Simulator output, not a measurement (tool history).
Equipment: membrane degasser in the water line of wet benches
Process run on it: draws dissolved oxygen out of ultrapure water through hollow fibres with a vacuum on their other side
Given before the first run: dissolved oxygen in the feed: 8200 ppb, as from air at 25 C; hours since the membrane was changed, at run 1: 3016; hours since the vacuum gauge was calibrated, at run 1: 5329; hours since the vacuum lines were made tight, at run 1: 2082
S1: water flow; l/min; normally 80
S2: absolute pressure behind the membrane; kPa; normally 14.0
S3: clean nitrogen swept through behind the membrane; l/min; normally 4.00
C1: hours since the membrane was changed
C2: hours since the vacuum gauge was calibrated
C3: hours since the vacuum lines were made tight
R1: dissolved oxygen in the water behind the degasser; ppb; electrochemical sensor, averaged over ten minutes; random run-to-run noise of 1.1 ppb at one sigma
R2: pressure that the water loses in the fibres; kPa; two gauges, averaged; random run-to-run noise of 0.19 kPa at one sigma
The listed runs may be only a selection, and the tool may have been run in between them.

{"run": 1, "hour": 0.0, "S1": 80, "S2": 14.0, "S3": 4.0, "C1": 3016, "C2": 5329, "C3": 2082, "R1": 473.9, "R2": 39.43}
{"run": 2, "hour": 85.9, "S1": 80, "S2": 14.0, "S3": 4.0, "C1": 3102, "C2": 5415, "C3": 2168, "R1": 472.8, "R2": 39.53}
{"run": 3, "hour": 152.8, "S1": 80, "S2": 14.0, "S3": 4.8, "C1": 3169, "C2": 5482, "C3": 2235, "R1": 405.5, "R2": 39.24}
{"run": 4, "hour": 234.7, "S1": 80, "S2": 20.4, "S3": 4.0, "C1": 3251, "C2": 5564, "C3": 2317, "R1": 720.9, "R2": 39.52}
{"run": 5, "hour": 289.1, "S1": 80, "S2": 20.4, "S3": 4.0, "C1": 3306, "C2": 5618, "C3": 2371, "R1": 723.7, "R2": 38.96}
{"run": 6, "hour": 382.2, "S1": 80, "S2": 34.7, "S3": 4.0, "C1": 3399, "C2": 5712, "C3": 2464, "R1": 1228.2, "R2": 39.34}
{"run": 7, "hour": 477.3, "S1": 80, "S2": 34.7, "S3": 4.0, "C1": 3494, "C2": 5807, "C3": 2559, "R1": 1232.6, "R2": 39.31}
{"run": 8, "hour": 563.7, "S1": 80, "S2": 34.7, "S3": 4.0, "C1": 3580, "C2": 5893, "C3": 2646, "R1": 1235.3, "R2": 39.86}
{"run": 9, "hour": 611.7, "S1": 80, "S2": 34.7, "S3": 1.69, "C1": 3628, "C2": 5941, "C3": 2694, "R1": 2255.8, "R2": 39.54}
{"run": 10, "hour": 654.2, "S1": 80, "S2": 10.8, "S3": 1.69, "C1": 3671, "C2": 5984, "C3": 2736, "R1": 673.3, "R2": 39.75}
{"run": 11, "hour": 703.1, "S1": 80, "S2": 14.0, "S3": 4.0, "C1": 3719, "C2": 6032, "C3": 2785, "R1": 472.8, "R2": 39.62}
{"run": 12, "hour": 773.7, "S1": 80, "S2": 14.0, "S3": 4.0, "C1": 3790, "C2": 6103, "C3": 2856, "R1": 473.2, "R2": 39.27}
{"run": 13, "hour": 852.0, "S1": 80, "S2": 14.0, "S3": 4.0, "C1": 3868, "C2": 6181, "C3": 2934, "R1": 473.9, "R2": 39.53}
{"run": 14, "hour": 923.2, "S1": 80, "S2": 14.0, "S3": 5.62, "C1": 3940, "C2": 6253, "C3": 3005, "R1": 353.4, "R2": 39.41}
{"run": 15, "hour": 987.7, "S1": 80, "S2": 14.0, "S3": 5.62, "C1": 4004, "C2": 6317, "C3": 3070, "R1": 356.7, "R2": 39.87}
{"run": 16, "hour": 1046.2, "S1": 80, "S2": 14.0, "S3": 4.0, "C1": 4063, "C2": 6376, "C3": 3128, "R1": 474.7, "R2": 39.77}
{"run": 17, "hour": 1115.5, "S1": 80, "S2": 14.0, "S3": 4.0, "C1": 4132, "C2": 6445, "C3": 3197, "R1": 474.4, "R2": 39.68}
{"run": 18, "hour": 1211.7, "S1": 122, "S2": 14.0, "S3": 1.65, "C1": 4228, "C2": 6541, "C3": 3294, "R1": 1265.9, "R2": 60.63}
{"run": 19, "hour": 1293.3, "S1": 122, "S2": 14.0, "S3": 1.65, "C1": 4310, "C2": 6623, "C3": 3375, "R1": 1268.3, "R2": 60.45}
{"hour": 1298.0, "done": "vacuum gauge calibrated"}
{"run": 20, "hour": 1375.6, "S1": 122, "S2": 14.0, "S3": 1.65, "C1": 4392, "C2": 78, "C3": 3457, "R1": 1284.4, "R2": 60.53}
{"run": 21, "hour": 1452.4, "S1": 120, "S2": 14.0, "S3": 1.65, "C1": 4468, "C2": 154, "C3": 3534, "R1": 1265.6, "R2": 59.18}
{"run": 22, "hour": 1502.9, "S1": 114, "S2": 16.6, "S3": 3.4, "C1": 4519, "C2": 205, "C3": 3584, "R1": 890.7, "R2": 56.33}
{"run": 23, "hour": 1553.5, "S1": 101, "S2": 28.4, "S3": 3.4, "C1": 4569, "C2": 255, "C3": 3635, "R1": 1385.0, "R2": 50.21}
{"hour": 1592.4, "done": "vacuum gauge calibrated, once more"}
{"run": 24, "hour": 1609.1, "S1": 80, "S2": 14.0, "S3": 8.04, "C1": 4624, "C2": 17, "C3": 3690, "R1": 255.8, "R2": 39.63}
{"run": 25, "hour": 1659.1, "S1": 71, "S2": 17.1, "S3": 7.33, "C1": 4675, "C2": 67, "C3": 3740, "R1": 312.8, "R2": 35.33}
{"run": 26, "hour": 1739.8, "S1": 71, "S2": 17.1, "S3": 7.33, "C1": 4755, "C2": 147, "C3": 3821, "R1": 312.7, "R2": 35.53}
{"run": 27, "hour": 1789.5, "S1": 71, "S2": 17.1, "S3": 7.33, "C1": 4805, "C2": 197, "C3": 3870, "R1": 312.7, "R2": 35.35}
{"run": 28, "hour": 1847.1, "S1": 88, "S2": 8.9, "S3": 4.55, "C1": 4862, "C2": 255, "C3": 3928, "R1": 251.0, "R2": 43.99}
{"run": 29, "hour": 1917.7, "S1": 80, "S2": 14.0, "S3": 2.59, "C1": 4933, "C2": 325, "C3": 3999, "R1": 662.9, "R2": 39.65}
{"run": 30, "hour": 1981.5, "S1": 80, "S2": 14.0, "S3": 1.64, "C1": 4997, "C2": 389, "C3": 4062, "R1": 924.6, "R2": 39.84}
{"run": 31, "hour": 2041.1, "S1": 80, "S2": 10.1, "S3": 4.0, "C1": 5057, "C2": 449, "C3": 4122, "R1": 307.0, "R2": 40.3}
{"run": 32, "hour": 2111.1, "S1": 64, "S2": 14.0, "S3": 8.06, "C1": 5126, "C2": 519, "C3": 4192, "R1": 204.5, "R2": 31.94}
{"run": 33, "hour": 2172.8, "S1": 85, "S2": 18.4, "S3": 2.34, "C1": 5188, "C2": 580, "C3": 4254, "R1": 1019.7, "R2": 42.52}

Below, some changes in R1 between adjacent runs. For each, the amount present without the hidden state too (settings, incoming material, random variation) and the amount remaining for the hidden state with gauge scatter not shared by both compared results:
Unlogged tool condition in this case: membrane still open, %; true pressure behind the membrane over the reading, kPa; air that leaks in behind the membrane, l/min; drift of the gauge itself on oxygen_ppb, %; drift of the gauge itself on loss_of_pressure_kpa, %.
Run 8 -> 9: S3 4.00 -> 1.69. R1 +1020.5 ppb: hidden state +2.9, all else +1017.6.
Run 9 -> 10: S2 34.7 -> 10.8. R1 -1582.5 ppb: hidden state +4.2, all else -1586.7.
Run 17 -> 18: S1 80 -> 122, S3 4.00 -> 1.65. R1 +791.5 ppb: hidden state +13.0, all else +778.5.
Run 21 -> 22: S1 120 -> 114, S2 14.0 -> 16.6, S3 1.65 -> 3.40. R1 -374.9 ppb: hidden state -11.9, all else -363.0.
Run 23 -> 24: S1 101 -> 80, S2 28.4 -> 14.0, S3 3.40 -> 8.04, vacuum gauge calibrated, once more. R1 -1129.2 ppb: hidden state -17.0, all else -1112.2.
